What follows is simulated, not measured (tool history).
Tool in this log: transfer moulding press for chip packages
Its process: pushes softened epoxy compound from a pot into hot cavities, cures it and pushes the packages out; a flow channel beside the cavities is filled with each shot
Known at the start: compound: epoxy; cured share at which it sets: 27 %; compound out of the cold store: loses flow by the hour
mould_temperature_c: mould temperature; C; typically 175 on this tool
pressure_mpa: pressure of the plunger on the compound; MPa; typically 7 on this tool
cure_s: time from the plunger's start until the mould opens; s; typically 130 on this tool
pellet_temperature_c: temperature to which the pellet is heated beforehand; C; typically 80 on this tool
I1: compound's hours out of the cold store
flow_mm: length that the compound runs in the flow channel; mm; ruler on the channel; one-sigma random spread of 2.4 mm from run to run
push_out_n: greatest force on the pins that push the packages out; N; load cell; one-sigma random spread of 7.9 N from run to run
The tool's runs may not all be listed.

Run 1, hour 0: usual settings; I1 29.9. Result: flow_mm 469 mm, push_out_n 562 N.
At hour 15.5: plunger's sealing rings changed.
Run 2, hour 55: usual settings; I1 18.6. Result: flow_mm 530 mm, push_out_n 658 N.
At hour 91.6: cavities cleaned with cleaning compound and waxed.
Run 3, hour 95.2: usual settings but mould_temperature_c 171 C; I1 26.4. Result: flow_mm 505 mm, push_out_n 453 N.
Run 4, hour 130.8: usual settings but pressure_mpa 7.96 MPa; I1 47.6. Result: flow_mm 461 mm, push_out_n 573 N.
Run 5, hour 161.8: usual settings; I1 32.8. Result: flow_mm 475 mm, push_out_n 637 N.
At hour 206.4: cavities cleaned with cleaning compound and waxed.
Run 6, hour 210.9: usual settings but mould_temperature_c 176 C; I1 39.3. Result: flow_mm 455 mm, push_out_n 373 N.
Run 7, hour 241.1: usual settings but pressure_mpa 6.49 MPa; I1 17.8. Result: flow_mm 496 mm, push_out_n 546 N.
Run 8, hour 299.8: usual settings but pressure_mpa 5.79 MPa; I1 31.2. Result: flow_mm 434 mm, push_out_n 644 N.
At hour 324.6: cavities cleaned with cleaning compound and waxed.
Run 9, hour 350.2: usual settings; I1 19.6. Result: flow_mm 514 mm, push_out_n 505 N.
Run 10, hour 382.3: usual settings; I1 21.4. Result: flow_mm 504 mm, push_out_n 616 N.
At hour 442.1: cavities cleaned with cleaning compound and waxed.
Run 11, hour 445.6: usual settings; I1 25. Result: flow_mm 488 mm, push_out_n 391 N.
Run 12, hour 508.9: usual settings; I1 32.6. Result: flow_mm 467 mm, push_out_n 615 N.
Run 13, hour 535.9: usual settings but pressure_mpa 5.47 MPa; I1 43.1. Result: flow_mm 387 mm, push_out_n 648 N.
At hour 557.5: cavities cleaned with cleaning compound and waxed.
Run 14, hour 594.5: usual settings but pressure_mpa 5.47 MPa; I1 15.8. Result: flow_mm 456 mm, push_out_n 569 N.
At hour 633.8: mould's thermocouples calibrated.
Run 15, hour 653.8: usual settings but pressure_mpa 5.48 MPa, cure_s 118 s, pellet_temperature_c 85 C; I1 8.7. Result: flow_mm 479 mm, push_out_n 740 N.
At hour 674: cavities cleaned with cleaning compound and waxed.
At hour 713.6: plunger's sealing rings changed.
Run 16, hour 713.6: usual settings but mould_temperature_c 168 C, pressure_mpa 7.65 MPa, cure_s 118 s, pellet_temperature_c 79 C; I1 27.7. Result: flow_mm 540 mm, push_out_n 964 N.
Run 17, hour 756.1: usual settings but mould_temperature_c 168 C, pressure_mpa 7.65 MPa, cure_s 118 s, pellet_temperature_c 79 C; I1 20.2. Result: flow_mm 562 mm, push_out_n 1133 N.
At hour 792.4: cavities cleaned with cleaning compound and waxed.
Run 18, hour 805.3: usual settings but pressure_mpa 5.51 MPa; I1 9.8. Result: flow_mm 492 mm, push_out_n 457 N.
Run 19, hour 851.9: usual settings but pressure_mpa 5.51 MPa; I1 41.8. Result: flow_mm 401 mm, push_out_n 615 N.

Run 20, settings as shown, results not yet in. Your forecast:
Run 20, hour 889.6: usual settings but pressure_mpa 8.43 MPa, cure_s 162 s; I1 18.9. Result: flow_mm ?, push_out_n ?.

Run 20 produced flow_mm 571 mm, push_out_n 602 N.
With the hidden condition absent and the run-to-run variation left alone, this run would have shown flow_mm 578 mm, push_out_n 309 N.
